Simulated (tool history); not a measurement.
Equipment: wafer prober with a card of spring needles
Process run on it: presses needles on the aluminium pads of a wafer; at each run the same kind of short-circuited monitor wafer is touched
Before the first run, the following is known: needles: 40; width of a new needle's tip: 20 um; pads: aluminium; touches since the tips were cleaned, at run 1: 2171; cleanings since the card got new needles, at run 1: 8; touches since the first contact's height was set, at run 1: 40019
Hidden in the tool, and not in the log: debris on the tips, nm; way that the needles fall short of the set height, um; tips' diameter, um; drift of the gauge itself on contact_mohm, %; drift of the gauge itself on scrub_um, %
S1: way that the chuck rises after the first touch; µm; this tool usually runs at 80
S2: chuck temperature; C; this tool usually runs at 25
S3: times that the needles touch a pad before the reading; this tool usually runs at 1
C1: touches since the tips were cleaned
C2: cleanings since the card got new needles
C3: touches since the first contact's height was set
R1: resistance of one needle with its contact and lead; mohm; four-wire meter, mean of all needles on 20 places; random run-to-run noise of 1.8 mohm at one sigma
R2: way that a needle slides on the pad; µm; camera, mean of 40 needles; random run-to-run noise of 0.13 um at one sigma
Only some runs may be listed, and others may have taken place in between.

run	day	S1	S2	S3	C1	C2	C3	R1	R2
1	0	80	25	1	2171	8	40019	209	15.59
# day 0.212: tips cleaned on abrasive film
2	0.35	80	25	1	1406	9	43508	234	15.48
# day 0.642: tips cleaned on abrasive film
3	0.942	80	25	1	3030	10	49396	212	15.59
# day 1.062: tips cleaned on abrasive film
# day 1.512: tips cleaned on abrasive film
4	1.529	80	25	2	180	12	55184	194	15.56
# day 1.954: tips cleaned on abrasive film
5	2.267	80	25	1	3152	13	62546	216	15.35
# day 2.379: tips cleaned on abrasive film
# day 2.821: tips cleaned on abrasive film
6	2.821	80	50	1	0	15	68008	202	15.39
# day 3.267: tips cleaned on abrasive film
7	3.575	80	50	1	3086	16	75519	219	15.34
# day 3.729: tips cleaned on abrasive film, once more
# day 4.188: tips cleaned on abrasive film
8	4.262	62	47	3	750	18	82332	207	11.68
# day 4.629: tips cleaned on abrasive film
9	4.938	86	80	1	3088	19	89091	222	16.72
# day 5.046: tips cleaned on abrasive film
# day 5.479: tips cleaned on abrasive film
10	5.483	82	25	1	18	21	94456	196	15.57
# day 5.925: tips cleaned on abrasive film
11	6.008	80	25	2	847	22	99684	198	15.48

Each row is a separate what-if for the run after 11, all from the same tool condition, not one after another. Results?
# day 6.342: tips cleaned on abrasive film
A	6.717	71	25	1	3765	23	106739	?	?
# day 6.342: tips cleaned on abrasive film
B	6.717	92	117	1	3765	23	106739	?	?
# day 6.342: tips cleaned on abrasive film
C	6.717	80	111	1	3765	23	106739	?	?
# day 6.342: tips cleaned on abrasive film
D	6.717	93	25	2	3765	23	106739	?	?
# day 6.342: tips cleaned on abrasive film
E	6.717	96	59	2	3765	23	106739	?	?

run	R1	R2
A	227	13.29
B	229	17.75
C	232	15.21
D	204	17.63
E	208	18.27
With no hidden state in the tool, these same runs would have given:
run	R1	R2
A	194	13.79
B	212	18.25
C	210	15.71
D	192	18.14
E	197	18.78

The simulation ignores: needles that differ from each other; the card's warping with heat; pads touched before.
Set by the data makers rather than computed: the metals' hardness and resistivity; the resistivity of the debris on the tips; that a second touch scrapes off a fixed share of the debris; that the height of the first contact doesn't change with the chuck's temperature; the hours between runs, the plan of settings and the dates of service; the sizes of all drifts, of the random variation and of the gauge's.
